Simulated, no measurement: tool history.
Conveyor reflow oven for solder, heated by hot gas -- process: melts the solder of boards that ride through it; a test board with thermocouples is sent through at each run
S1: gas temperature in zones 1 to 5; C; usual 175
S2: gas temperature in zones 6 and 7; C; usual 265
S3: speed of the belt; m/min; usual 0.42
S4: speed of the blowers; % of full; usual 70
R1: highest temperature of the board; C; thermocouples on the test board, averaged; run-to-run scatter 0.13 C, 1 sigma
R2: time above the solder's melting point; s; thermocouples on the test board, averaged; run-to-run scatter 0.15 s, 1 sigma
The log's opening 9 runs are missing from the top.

run 10 hour=100 | S1=175 S2=267 S3=0.42 S4=70 | R1=250.4 R2=73.7
run 11 hour=115.6 | S1=175 S2=267 S3=0.42 S4=70 | R1=250.3 R2=73.5
run 12 hour=125.8 | S1=175 S2=267 S3=0.42 S4=70 | R1=250.5 R2=73.8
run 13 hour=139.2 | S1=175 S2=280 S3=0.42 S4=70 | R1=261.5 R2=83.4
run 14 hour=148.9 | S1=175 S2=265 S3=0.42 S4=70 | R1=248.8 R2=71.8
run 15 hour=167.1 | S1=175 S2=265 S3=0.42 S4=62 | R1=246.4 R2=68.2
run 16 hour=181.2 | S1=175 S2=265 S3=0.42 S4=65 | R1=247.2 R2=69.7
run 17 hour=192.6 | S1=175 S2=265 S3=0.42 S4=65 | R1=247 R2=69.8
run 18 hour=201.1 | S1=167 S2=261 S3=0.364 S4=70 | R1=247.6 R2=79.9
run 19 hour=208.9 | S1=182 S2=272 S3=0.469 S4=83 | R1=255 R2=72.7
run 20 hour=227.1 | S1=175 S2=269 S3=0.478 S4=65 | R1=245.8 R2=58.2
run 21 hour=238.9 | S1=174 S2=266 S3=0.478 S4=65 | R1=242.9 R2=54.6
run 22 hour=255.7 | S1=175 S2=265 S3=0.42 S4=51 | R1=242.7 R2=62.1
-- hour=267.4 flux residue cleaned out of gas plates and filters
run 23 hour=275 | S1=175 S2=275 S3=0.405 S4=51 | R1=253.1 R2=77.5
run 24 hour=289.4 | S1=175 S2=275 S3=0.405 S4=51 | R1=253 R2=77.8
run 25 hour=297.7 | S1=175 S2=275 S3=0.4 S4=51 | R1=253.5 R2=79.2
run 26 hour=311.1 | S1=175 S2=270 S3=0.47 S4=65 | R1=248 R2=62
run 27 hour=326.5 | S1=175 S2=278 S3=0.366 S4=70 | R1=264.4 R2=99.1
run 28 hour=334.7 | S1=175 S2=275 S3=0.436 S4=83 | R1=259.4 R2=79.1
run 29 hour=346.5 | S1=175 S2=264 S3=0.436 S4=71 | R1=247 R2=67.5
run 30 hour=362.7 | S1=176 S2=258 S3=0.495 S4=67 | R1=236.8 R2=45.8
run 31 hour=374.7 | S1=166 S2=265 S3=0.42 S4=70 | R1=247 R2=65.9

Here are 3 independent what-if runs from the current tool condition. What would each one return?
run A hour=388.9 | S1=174 S2=265 S3=0.42 S4=70 | R1=? R2=?
run B hour=388.9 | S1=166 S2=274 S3=0.42 S4=70 | R1=? R2=?
run C hour=388.9 | S1=175 S2=279 S3=0.42 S4=70 | R1=? R2=?

run=A R1=248.3 R2=71.2
run=B R1=254.7 R2=74
run=C R1=261 R2=83
Stripped of hidden state, with their random variation kept, the same runs would have yielded:
run=A R1=249.9 R2=72.5
run=B R1=256.3 R2=75.1
run=C R1=262.5 R2=83.8
